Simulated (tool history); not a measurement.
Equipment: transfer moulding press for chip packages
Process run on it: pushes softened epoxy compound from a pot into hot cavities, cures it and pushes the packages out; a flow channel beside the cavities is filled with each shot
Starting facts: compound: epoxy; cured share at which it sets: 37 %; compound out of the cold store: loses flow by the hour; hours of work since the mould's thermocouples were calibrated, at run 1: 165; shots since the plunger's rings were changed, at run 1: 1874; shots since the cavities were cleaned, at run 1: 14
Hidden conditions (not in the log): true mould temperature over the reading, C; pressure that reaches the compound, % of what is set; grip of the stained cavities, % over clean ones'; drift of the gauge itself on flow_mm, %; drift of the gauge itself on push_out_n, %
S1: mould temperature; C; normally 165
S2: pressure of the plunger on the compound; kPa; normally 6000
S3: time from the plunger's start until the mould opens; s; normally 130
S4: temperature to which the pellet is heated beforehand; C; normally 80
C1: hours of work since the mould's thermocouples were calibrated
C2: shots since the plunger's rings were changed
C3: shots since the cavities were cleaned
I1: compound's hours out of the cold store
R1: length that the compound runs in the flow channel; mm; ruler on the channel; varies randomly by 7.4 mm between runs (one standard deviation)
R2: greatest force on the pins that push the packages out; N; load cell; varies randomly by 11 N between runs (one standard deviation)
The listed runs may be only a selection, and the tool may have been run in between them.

run,day,S1,S2,S3,S4,C1,C2,C3,I1,R1,R2
1,0.000,165,6000,130,80,165,1874,14,31.6,887,568
2,3.529,165,6150,130,80,207,2479,619,10.6,962,1065
# day 6.279: cavities cleaned with cleaning compound and waxed
3,7.283,165,6150,130,80,250,3112,172,26.9,888,788
4,11.025,165,6150,130,80,294,3753,813,41.5,846,1055
# day 12.679: cavities cleaned with cleaning compound and waxed
5,14.371,165,6000,143,80,332,4316,290,35.2,833,786
6,17.025,165,6000,156,80,364,4771,745,27.3,875,857
# day 19.096: cavities cleaned with cleaning compound and waxed
7,19.725,165,6000,156,80,395,5223,108,15.1,909,574
8,23.271,165,6000,130,80,436,5831,716,25.8,858,1104
# day 24.950: plunger's sealing rings changed
9,25.196,165,5840,130,80,458,43,1028,37.3,856,1134
# day 25.467: cavities cleaned with cleaning compound and waxed
10,29.008,165,5840,130,80,502,686,607,9.0,957,1132
11,31.467,165,5840,130,80,531,1107,1028,18.2,907,1215
# day 31.767: cavities cleaned with cleaning compound and waxed
12,33.608,165,5840,130,80,555,1463,315,45.9,830,849
13,35.571,165,5840,130,80,578,1800,652,20.6,909,1093
# day 38.171: cavities cleaned with cleaning compound and waxed
14,38.388,165,5840,130,80,611,2272,37,39.0,840,571
15,41.721,165,6750,116,88,650,2843,608,32.8,912,1284
16,43.879,160,4760,130,80,675,3213,978,45.2,756,1605
# day 44.325: mould's thermocouples calibrated
# day 44.567: cavities cleaned with cleaning compound and waxed
17,46.821,170,6000,130,81,29,3693,387,47.4,796,790
18,48.717,170,6000,130,81,51,4017,711,25.0,865,906
19,50.504,166,6000,130,86,72,4323,1017,31.1,834,1022
# day 51.000: cavities cleaned with cleaning compound and waxed
20,52.971,166,6000,130,86,100,4736,338,15.6,890,806
21,56.125,166,6000,130,86,137,5277,879,41.2,821,1012
# day 57.367: cavities cleaned with cleaning compound and waxed
22,58.238,166,4830,130,88,161,5627,149,47.6,700,667
# day 60.875: plunger's sealing rings changed
23,61.375,160,4830,130,89,197,86,670,45.0,779,1346
# day 63.792: cavities cleaned with cleaning compound and waxed
24,64.358,165,6000,121,80,231,586,97,26.0,903,762
25,65.938,165,6000,146,72,250,857,368,28.4,897,819
26,68.671,165,6000,110,72,282,1325,836,25.4,900,1516
# day 70.275: cavities cleaned with cleaning compound and waxed
27,70.617,165,6000,162,72,304,1648,58,19.7,919,510

Consider 4 possible next runs. They are alternatives, not a sequence: every one starts from the tool as it was left by run 27. What does each give?
A,73.246,165,4840,122,86,335,2099,509,20.9,?,?
B,73.246,165,6000,164,80,335,2099,509,12.6,?,?
C,73.246,165,6000,130,71,335,2099,509,8.9,?,?
D,73.246,165,6000,154,79,335,2099,509,24.8,?,?

run,R1,R2
A,832,1132
B,945,811
C,962,1008
D,880,817
With no hidden state in the tool, these same runs would have given:
run,R1,R2
A,849,585
B,963,429
C,980,520
D,897,429
